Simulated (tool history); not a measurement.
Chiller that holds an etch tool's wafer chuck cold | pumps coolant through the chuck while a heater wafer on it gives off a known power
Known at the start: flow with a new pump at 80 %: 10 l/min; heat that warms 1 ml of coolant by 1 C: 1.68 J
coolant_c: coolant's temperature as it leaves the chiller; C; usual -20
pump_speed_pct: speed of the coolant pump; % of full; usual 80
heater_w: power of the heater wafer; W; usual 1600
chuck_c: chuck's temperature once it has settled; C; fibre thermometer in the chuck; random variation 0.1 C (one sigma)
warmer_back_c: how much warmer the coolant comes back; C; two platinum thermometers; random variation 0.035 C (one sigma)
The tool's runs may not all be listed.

{"run": 1, "hour": 0.0, "coolant_c": -20, "pump_speed_pct": 80, "heater_w": 1600, "chuck_c": -4.4, "warmer_back_c": 6.15}
{"run": 2, "hour": 107.2, "coolant_c": -20, "pump_speed_pct": 80, "heater_w": 1600, "chuck_c": -4.5, "warmer_back_c": 6.19}
{"run": 3, "hour": 168.4, "coolant_c": -20, "pump_speed_pct": 79, "heater_w": 1600, "chuck_c": -4.2, "warmer_back_c": 6.29}
{"run": 4, "hour": 255.0, "coolant_c": -20, "pump_speed_pct": 79, "heater_w": 1600, "chuck_c": -4.1, "warmer_back_c": 6.31}
{"run": 5, "hour": 303.6, "coolant_c": -20, "pump_speed_pct": 80, "heater_w": 1600, "chuck_c": -4.4, "warmer_back_c": 6.2}
{"run": 6, "hour": 381.5, "coolant_c": -20, "pump_speed_pct": 80, "heater_w": 1600, "chuck_c": -4.1, "warmer_back_c": 6.26}
{"run": 7, "hour": 460.3, "coolant_c": -20, "pump_speed_pct": 80, "heater_w": 1600, "chuck_c": -3.9, "warmer_back_c": 6.21}
{"run": 8, "hour": 515.1, "coolant_c": -20, "pump_speed_pct": 80, "heater_w": 1600, "chuck_c": -4.1, "warmer_back_c": 6.24}
{"run": 9, "hour": 569.2, "coolant_c": -20, "pump_speed_pct": 79, "heater_w": 1600, "chuck_c": -3.7, "warmer_back_c": 6.4}
{"run": 10, "hour": 676.7, "coolant_c": -20, "pump_speed_pct": 65, "heater_w": 1255, "chuck_c": -4.9, "warmer_back_c": 6.09}
{"run": 11, "hour": 749.1, "coolant_c": -17, "pump_speed_pct": 88, "heater_w": 1973, "chuck_c": 1.4, "warmer_back_c": 7.06}
{"run": 12, "hour": 850.6, "coolant_c": -17, "pump_speed_pct": 74, "heater_w": 1043, "chuck_c": -5.7, "warmer_back_c": 4.49}
{"run": 13, "hour": 918.5, "coolant_c": -29, "pump_speed_pct": 60, "heater_w": 1600, "chuck_c": -8.2, "warmer_back_c": 8.53}
{"run": 14, "hour": 1013.5, "coolant_c": -29, "pump_speed_pct": 60, "heater_w": 1494, "chuck_c": -9.6, "warmer_back_c": 7.94}

Hidden state or all else? Some run-to-run changes of chuck_c, split into what the settings, what came in and random variation would give without the hidden state, and what is left for the hidden state (with any gauge scatter that isn't in both results):
The hidden state here: heat passed by the chuck's channels, % of clean ones'; flow at a given pump speed, % of a new pump's; coolant's true temperature over the reading, C; drift of the gauge itself on chuck_c, C; drift of the gauge itself on warmer_back_c, C.
Run 11 -> 12: pump_speed_pct 88 -> 74, heater_w 1973 -> 1043. chuck_c -7.1 C: hidden state -1, all else -6.1.
Run 12 -> 13: coolant_c -17 -> -29, pump_speed_pct 74 -> 60, heater_w 1043 -> 1600. chuck_c -2.5 C: hidden state +1.5, all else -4.
